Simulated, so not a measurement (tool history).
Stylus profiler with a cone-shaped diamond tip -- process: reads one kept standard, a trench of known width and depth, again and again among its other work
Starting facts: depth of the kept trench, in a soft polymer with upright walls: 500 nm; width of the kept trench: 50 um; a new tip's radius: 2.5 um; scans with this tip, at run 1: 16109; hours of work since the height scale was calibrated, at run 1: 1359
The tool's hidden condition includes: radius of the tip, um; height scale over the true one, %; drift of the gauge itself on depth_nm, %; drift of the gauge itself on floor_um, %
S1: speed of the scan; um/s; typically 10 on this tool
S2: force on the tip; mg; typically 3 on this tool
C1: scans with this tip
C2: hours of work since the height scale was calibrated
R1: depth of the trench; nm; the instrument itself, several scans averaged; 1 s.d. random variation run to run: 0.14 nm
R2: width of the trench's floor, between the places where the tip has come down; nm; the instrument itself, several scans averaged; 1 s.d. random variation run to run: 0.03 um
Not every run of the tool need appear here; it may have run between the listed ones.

| run | hour | S1 | S2 | C1 | C2 | R1 | R2 |
|---|---|---|---|---|---|---|---|
| 1 | 0 | 10 | 3 | 16109 | 1359 | 508.44 | 44850 |
| 2 | 43.3 | 10 | 4.02 | 16366 | 1380 | 509.61 | 44830 |
| 3 | 112.4 | 10 | 3 | 16777 | 1415 | 508.54 | 44760 |
| 4 | 150.7 | 10 | 3 | 17004 | 1434 | 508.48 | 44790 |
|  | 155.8 | height scale calibrated on a step standard |
| 5 | 234.6 | 10 | 3 | 17500 | 39 | 510.54 | 44700 |
| 6 | 282 | 10 | 3 | 17782 | 63 | 510.7 | 44700 |
| 7 | 330.2 | 9 | 3 | 18068 | 87 | 510.51 | 44690 |
| 8 | 412 | 10 | 3.84 | 18554 | 128 | 512.09 | 44590 |
| 9 | 448.1 | 10 | 3.84 | 18768 | 146 | 511.79 | 44580 |
|  | 478.6 | new tip fitted, height scale calibrated |
| 10 | 520.3 | 5 | 4.18 | 248 | 21 | 507.56 | 46930 |
|  | 538.6 | height scale calibrated on a step standard, once more |
| 11 | 567.2 | 6 | 4.1 | 524 | 14 | 507.27 | 46860 |
| 12 | 621.1 | 13 | 4 | 844 | 41 | 507.19 | 46770 |

What does the tool deliver on the next run?
| 13 | 703.7 | 24 | 3 | 1335 | 83 | ? | ? |

{"run 13": {"R1": 506, "R2": 46660}}
If the tool had no hidden condition, the same run with the same run-to-run variation would have returned R1 505.91 nm, R2 46920 nm.

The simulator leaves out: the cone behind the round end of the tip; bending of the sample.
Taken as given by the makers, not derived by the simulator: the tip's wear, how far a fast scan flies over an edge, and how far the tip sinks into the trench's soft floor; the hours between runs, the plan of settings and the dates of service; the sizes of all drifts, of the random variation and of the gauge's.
